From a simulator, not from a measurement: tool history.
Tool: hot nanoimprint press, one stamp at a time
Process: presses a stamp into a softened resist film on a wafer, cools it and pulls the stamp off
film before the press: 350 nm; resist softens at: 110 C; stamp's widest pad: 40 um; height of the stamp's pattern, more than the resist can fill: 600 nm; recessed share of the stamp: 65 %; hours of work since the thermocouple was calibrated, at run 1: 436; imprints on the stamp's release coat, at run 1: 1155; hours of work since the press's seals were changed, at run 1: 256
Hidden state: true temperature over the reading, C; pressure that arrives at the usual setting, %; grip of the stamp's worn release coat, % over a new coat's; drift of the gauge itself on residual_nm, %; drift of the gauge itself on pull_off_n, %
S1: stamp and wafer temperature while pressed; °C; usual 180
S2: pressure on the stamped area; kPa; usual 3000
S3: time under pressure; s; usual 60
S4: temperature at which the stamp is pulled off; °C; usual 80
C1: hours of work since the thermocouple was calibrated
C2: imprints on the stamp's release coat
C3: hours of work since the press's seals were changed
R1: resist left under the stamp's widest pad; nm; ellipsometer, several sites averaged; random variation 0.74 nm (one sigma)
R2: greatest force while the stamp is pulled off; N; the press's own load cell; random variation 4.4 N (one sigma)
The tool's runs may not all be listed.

| run | day | S1 | S2 | S3 | S4 | C1 | C2 | C3 | R1 | R2 |
|---|---|---|---|---|---|---|---|---|---|---|
| 1 | 0 | 180 | 3000 | 60 | 80 | 436 | 1155 | 256 | 172.3 | 301 |
| 2 | 0.3 | 180 | 3000 | 60 | 80 | 441 | 1169 | 260 | 172.5 | 315 |
| 3 | 0.729 | 180 | 3000 | 60 | 80 | 447 | 1190 | 266 | 171.6 | 316 |
| 4 | 1.033 | 180 | 3000 | 60 | 80 | 451 | 1204 | 271 | 172.7 | 316 |
| 5 | 1.333 | 180 | 3000 | 60 | 80 | 456 | 1219 | 275 | 171.4 | 307 |
| 6 | 1.958 | 180 | 3000 | 60 | 80 | 465 | 1249 | 285 | 171.4 | 320 |
| 7 | 2.438 | 180 | 3000 | 56 | 80 | 472 | 1271 | 292 | 176.2 | 311 |
|  | 2.862 | plate thermocouple calibrated |
| 8 | 3.004 | 180 | 3000 | 56 | 80 | 2 | 1293 | 298 | 173.1 | 304 |
| 9 | 3.375 | 180 | 3000 | 56 | 80 | 8 | 1310 | 304 | 173.8 | 316 |
| 10 | 4.062 | 191 | 2090 | 74 | 74 | 18 | 1343 | 314 | 103.9 | 364 |
| 11 | 4.371 | 191 | 2090 | 74 | 74 | 22 | 1358 | 318 | 104 | 362 |
| 12 | 4.958 | 191 | 2090 | 74 | 74 | 31 | 1386 | 327 | 103.7 | 366 |
| 13 | 5.375 | 183 | 2260 | 33 | 81 | 37 | 1406 | 333 | 201.6 | 315 |
| 14 | 5.862 | 183 | 2260 | 33 | 81 | 44 | 1429 | 340 | 201.5 | 307 |
| 15 | 6.271 | 185 | 2260 | 33 | 81 | 50 | 1449 | 346 | 184.2 | 327 |
| 16 | 6.921 | 185 | 2260 | 33 | 81 | 60 | 1480 | 356 | 184.9 | 317 |
|  | 7.179 | plate thermocouple calibrated, once more |
| 17 | 7.508 | 190 | 3000 | 60 | 71 | 5 | 1502 | 363 | 110.1 | 419 |
| 18 | 8.204 | 190 | 3000 | 60 | 71 | 15 | 1535 | 373 | 108.8 | 412 |

Forecast each of these 5 alternatives for the next run:
| A | 8.758 | 169 | 3000 | 60 | 88 | 23 | 1561 | 381 | ? | ? |
| B | 8.758 | 180 | 3000 | 60 | 73 | 23 | 1561 | 381 | ? | ? |
| C | 8.758 | 187 | 1830 | 51 | 80 | 23 | 1561 | 381 | ? | ? |
| D | 8.758 | 184 | 3000 | 60 | 71 | 23 | 1561 | 381 | ? | ? |
| E | 8.758 | 190 | 3000 | 38 | 71 | 23 | 1561 | 381 | ? | ? |

| run | R1 | R2 |
|---|---|---|
| A | 278.8 | 278 |
| B | 179.4 | 410 |
| C | 165.6 | 367 |
| D | 147.6 | 423 |
| E | 133.4 | 431 |
Without the tool's hidden state the same runs would have given:
| run | R1 | R2 |
|---|---|---|
| A | 279.6 | 171 |
| B | 180.1 | 253 |
| C | 166.4 | 226 |
| D | 148.2 | 261 |
| E | 133.9 | 265 |

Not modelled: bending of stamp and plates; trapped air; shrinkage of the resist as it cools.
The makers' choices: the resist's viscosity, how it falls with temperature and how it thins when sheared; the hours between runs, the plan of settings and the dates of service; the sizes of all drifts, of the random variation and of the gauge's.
